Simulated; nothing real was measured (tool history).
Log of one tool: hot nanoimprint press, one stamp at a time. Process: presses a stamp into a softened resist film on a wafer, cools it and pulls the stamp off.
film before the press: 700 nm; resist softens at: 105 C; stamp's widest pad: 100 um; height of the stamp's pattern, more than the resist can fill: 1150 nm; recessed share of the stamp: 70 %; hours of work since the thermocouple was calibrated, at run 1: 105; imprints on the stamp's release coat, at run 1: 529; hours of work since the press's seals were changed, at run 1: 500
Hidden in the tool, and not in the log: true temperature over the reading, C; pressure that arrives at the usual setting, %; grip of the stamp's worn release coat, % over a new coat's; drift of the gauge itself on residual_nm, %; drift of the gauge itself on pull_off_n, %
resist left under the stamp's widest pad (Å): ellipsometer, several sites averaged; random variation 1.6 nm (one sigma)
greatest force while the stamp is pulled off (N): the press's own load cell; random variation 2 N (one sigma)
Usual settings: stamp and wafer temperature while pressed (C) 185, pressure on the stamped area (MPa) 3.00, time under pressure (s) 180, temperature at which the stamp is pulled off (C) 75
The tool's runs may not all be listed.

run,hour,stamp and wafer temperature while pressed (C),pressure on the stamped area (MPa),time under pressure (s),temperature at which the stamp is pulled off (C),hours of work since the thermocouple was calibrated,imprints on the stamp's release coat,hours of work since the press's seals were changed,resist left under the stamp's widest pad (Å),greatest force while the stamp is pulled off (N)
1,0.0,185,3.00,180,75,105,529,500,2593,185
# hour 26.2: stamp cleaned and given a new release coat
2,26.2,185,3.00,180,75,115,0,511,2585,178
3,43.1,185,3.00,180,75,124,55,520,2605,185
4,57.6,185,3.00,191,75,132,102,528,2518,181
5,75.7,185,3.00,191,75,142,161,537,2534,187
6,96.1,185,3.00,191,75,152,228,548,2507,186
7,117.6,185,3.08,191,75,164,298,560,2513,187
8,133.5,185,3.00,180,75,172,350,568,2645,186
9,152.5,185,3.00,180,75,182,411,578,2614,189
10,164.8,185,3.00,180,75,189,452,585,2621,191
11,181.9,185,3.00,298,75,198,507,594,2187,189
12,192.5,185,3.00,298,75,204,542,599,2168,194
# hour 215.7: stamp cleaned and given a new release coat
13,215.7,185,3.00,298,75,213,0,609,2181,185
14,226.5,185,3.00,298,75,218,35,614,2192,188
15,247.8,185,3.00,180,77,230,105,626,2625,175
16,263.1,185,3.00,155,75,238,155,634,2806,188
17,284.4,185,3.00,155,75,249,224,645,2808,192
18,300.9,190,3.00,180,75,258,278,654,2124,185
19,315.2,188,2.78,178,78,266,325,661,2453,177
20,333.1,181,3.73,262,63,275,383,671,2521,256
21,343.9,181,3.73,110,74,281,418,676,3399,192
22,362.6,181,3.73,110,74,291,480,686,3437,198
23,383.6,185,2.72,180,75,302,548,698,2851,194
# hour 404.5: stamp cleaned and given a new release coat
24,404.8,174,2.11,317,66,310,1,706,4260,232
25,420.2,174,2.11,317,81,318,51,714,4313,156
26,433.7,179,3.00,105,62,325,95,721,4180,254
27,445.3,190,3.00,183,65,331,133,727,2150,236

Run 28 comes next. What will it give?
28,463.6,185,3.00,330,61,341,192,737,?,?

resist left under the stamp's widest pad (Å): 2167
greatest force while the stamp is pulled off (N): 258
Without the tool's hidden state the same run would have given resist left under the stamp's widest pad (Å) 1965, greatest force while the stamp is pulled off (N) 246.
